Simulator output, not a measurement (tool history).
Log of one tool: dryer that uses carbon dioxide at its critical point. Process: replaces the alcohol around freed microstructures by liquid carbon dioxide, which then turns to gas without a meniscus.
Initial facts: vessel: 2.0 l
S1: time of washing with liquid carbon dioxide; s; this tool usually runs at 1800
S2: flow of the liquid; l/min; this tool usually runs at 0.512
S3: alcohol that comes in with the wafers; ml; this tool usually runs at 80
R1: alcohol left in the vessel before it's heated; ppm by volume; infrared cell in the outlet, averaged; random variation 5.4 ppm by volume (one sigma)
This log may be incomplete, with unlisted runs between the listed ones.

Run 1, hour 0.0: usual settings. Result: R1 228 ppm by volume.
Run 2, hour 8.5: usual settings. Result: R1 228 ppm by volume.
Run 3, hour 12.7: usual settings. Result: R1 232 ppm by volume.
Run 4, hour 20.3: usual settings. Result: R1 236 ppm by volume.
Run 5, hour 27.1: usual settings. Result: R1 232 ppm by volume.
Run 6, hour 31.8: usual settings. Result: R1 245 ppm by volume.
Run 7, hour 40.8: usual settings. Result: R1 233 ppm by volume.
Run 8, hour 50.3: usual settings. Result: R1 236 ppm by volume.
Run 9, hour 59.9: usual settings but S3 49 ml. Result: R1 159 ppm by volume.
Run 10, hour 67.9: usual settings. Result: R1 254 ppm by volume.
Run 11, hour 77.2: usual settings. Result: R1 239 ppm by volume.
Run 12, hour 85.4: usual settings. Result: R1 246 ppm by volume.
Run 13, hour 91.5: usual settings but S2 0.557 l/min. Result: R1 179 ppm by volume.
Run 14, hour 98.0: usual settings but S2 0.362 l/min. Result: R1 976 ppm by volume.
At hour 103.5: inlet filter changed.
Run 15, hour 105.3: usual settings but S2 0.362 l/min. Result: R1 714 ppm by volume.
Run 16, hour 112.8: usual settings but S1 1680 s. Result: R1 233 ppm by volume.
Run 17, hour 120.4: usual settings but S1 1680 s. Result: R1 232 ppm by volume.
Run 18, hour 126.8: usual settings but S1 1680 s. Result: R1 225 ppm by volume.
Run 19, hour 131.7: usual settings. Result: R1 171 ppm by volume.
Run 20, hour 139.1: usual settings. Result: R1 174 ppm by volume.
Run 21, hour 146.8: usual settings but S2 0.855 l/min. Result: R1 41 ppm by volume.
Run 22, hour 155.3: usual settings but S3 24 ml. Result: R1 82 ppm by volume.
Run 23, hour 161.4: usual settings but S2 0.391 l/min, S3 24 ml. Result: R1 189 ppm by volume.
Run 24, hour 165.8: usual settings but S1 1320 s, S2 0.417 l/min, S3 100 ml. Result: R1 1690 ppm by volume.
Run 25, hour 173.0: usual settings but S1 1140 s, S3 25 ml. Result: R1 405 ppm by volume.
Run 26, hour 178.5: usual settings but S1 1140 s, S3 25 ml. Result: R1 407 ppm by volume.
Run 27, hour 185.1: usual settings but S1 1140 s, S3 25 ml. Result: R1 398 ppm by volume.
Run 28, hour 194.4: usual settings but S1 1140 s, S3 25 ml. Result: R1 397 ppm by volume.
Run 29, hour 200.2: usual settings but S1 1260 s. Result: R1 838 ppm by volume.
Run 30, hour 206.4: usual settings but S1 1260 s. Result: R1 826 ppm by volume.
Run 31, hour 215.7: usual settings but S1 2760 s. Result: R1 53 ppm by volume.
Run 32, hour 224.6: usual settings but S1 1260 s, S3 25 ml. Result: R1 291 ppm by volume.
Run 33, hour 228.6: usual settings but S1 1260 s, S3 25 ml. Result: R1 297 ppm by volume.
Run 34, hour 235.4: usual settings but S1 1680 s, S3 37 ml. Result: R1 159 ppm by volume.
Run 35, hour 240.8: usual settings but S1 2220 s, S2 0.580 l/min. Result: R1 72 ppm by volume.
Run 36, hour 245.8: usual settings but S1 2220 s, S2 0.580 l/min. Result: R1 68 ppm by volume.

Expected results for the next run?
Run 37, hour 253.0: usual settings but S1 1320 s, S2 0.511 l/min, S3 23 ml. Result: R1 ?.

{"run 37": {"R1": 246}}
Were there no unlogged condition in the tool, this run, its random variation unchanged, would have produced R1 181 ppm by volume.
